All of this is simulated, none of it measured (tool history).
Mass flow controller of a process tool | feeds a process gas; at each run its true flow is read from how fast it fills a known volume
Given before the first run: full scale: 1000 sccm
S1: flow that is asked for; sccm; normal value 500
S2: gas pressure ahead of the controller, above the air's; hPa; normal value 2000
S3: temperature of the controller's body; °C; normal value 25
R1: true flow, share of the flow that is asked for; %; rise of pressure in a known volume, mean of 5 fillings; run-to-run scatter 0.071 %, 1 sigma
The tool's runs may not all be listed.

| run | hour | S1 | S2 | S3 | R1 |
|---|---|---|---|---|---|
| 1 | 0.0 | 500 | 2000 | 25 | 102.12 |
| 2 | 143.0 | 500 | 2130 | 25 | 101.95 |
| 3 | 265.2 | 500 | 2130 | 25 | 102.02 |
| 4 | 372.8 | 125 | 2130 | 25 | 103.47 |
| 5 | 486.5 | 500 | 2000 | 25 | 102.20 |
| 6 | 676.9 | 500 | 2000 | 25 | 102.31 |
| 7 | 785.9 | 500 | 2000 | 32 | 102.52 |
| 8 | 887.8 | 500 | 2110 | 32 | 102.47 |
| 9 | 1081.0 | 500 | 2000 | 25 | 102.39 |
| 10 | 1229.7 | 500 | 1790 | 25 | 102.55 |
| 11 | 1386.6 | 500 | 1790 | 25 | 102.53 |
| 12 | 1467.9 | 500 | 1790 | 25 | 102.53 |
| 13 | 1586.8 | 500 | 2000 | 36 | 102.78 |
| 14 | 1780.7 | 500 | 2310 | 25 | 99.54 |
| 15 | 1889.7 | 113 | 2000 | 25 | 99.85 |
| 16 | 2068.6 | 500 | 2000 | 39 | 100.36 |
| 17 | 2255.7 | 500 | 2000 | 39 | 100.43 |
| 18 | 2411.8 | 500 | 2000 | 25 | 99.92 |
| 19 | 2519.7 | 257 | 2000 | 25 | 100.04 |
| 20 | 2641.4 | 257 | 2000 | 25 | 99.88 |
| 21 | 2740.2 | 257 | 2000 | 25 | 100.07 |
| 22 | 2841.7 | 311 | 2420 | 22 | 99.79 |
| 23 | 2965.2 | 441 | 1540 | 29 | 100.60 |
| 24 | 3083.4 | 441 | 1540 | 29 | 100.64 |
| 25 | 3180.6 | 441 | 1540 | 29 | 100.64 |
| 26 | 3273.1 | 500 | 2000 | 34 | 100.35 |
| 27 | 3416.1 | 500 | 2000 | 24 | 100.41 |
| 28 | 3564.0 | 500 | 2000 | 24 | 100.29 |
| 29 | 3698.7 | 389 | 1760 | 29 | 100.72 |
| 30 | 3803.9 | 877 | 2000 | 22 | 100.43 |
| 31 | 3981.2 | 877 | 2000 | 22 | 100.45 |
| 32 | 4136.6 | 471 | 2480 | 33 | 100.30 |
| 33 | 4337.5 | 500 | 2180 | 25 | 100.18 |
| 34 | 4423.1 | 500 | 2720 | 25 | 99.97 |
| 35 | 4521.3 | 500 | 1680 | 25 | 100.62 |
| 36 | 4679.5 | 500 | 1680 | 25 | 100.83 |

Not shown here: 3 entries made in the log between runs. Locate each between two listed runs and compare the hidden state at the listed run before it with the hidden state at the listed run after it:
From run 12 to run 13: controller's zero set anew (hour 1476.8)
  flow at rest that the sensor doesn't see, % of full scale: 0.267 -> 0.336; true flow over the shown one, %: 2.07 -> 2.1
  measured value less the no-hidden-state value, R1: +2.61 -> +2.77 %
From run 13 to run 14: controller exchanged for a calibrated one (hour 1707.9)
  flow at rest that the sensor doesn't see, % of full scale: 0.336 -> 0.014; true flow over the shown one, %: 2.1 -> 0.06
  measured value less the no-hidden-state value, R1: +2.77 -> +0.09 %
From run 17 to run 18: controller's zero set anew, once more (hour 2301.1)
  flow at rest that the sensor doesn't see, % of full scale: 0.025 -> 0.009; true flow over the shown one, %: 0.15 -> 0.17
  measured value less the no-hidden-state value, R1: +0.20 -> +0.19 %
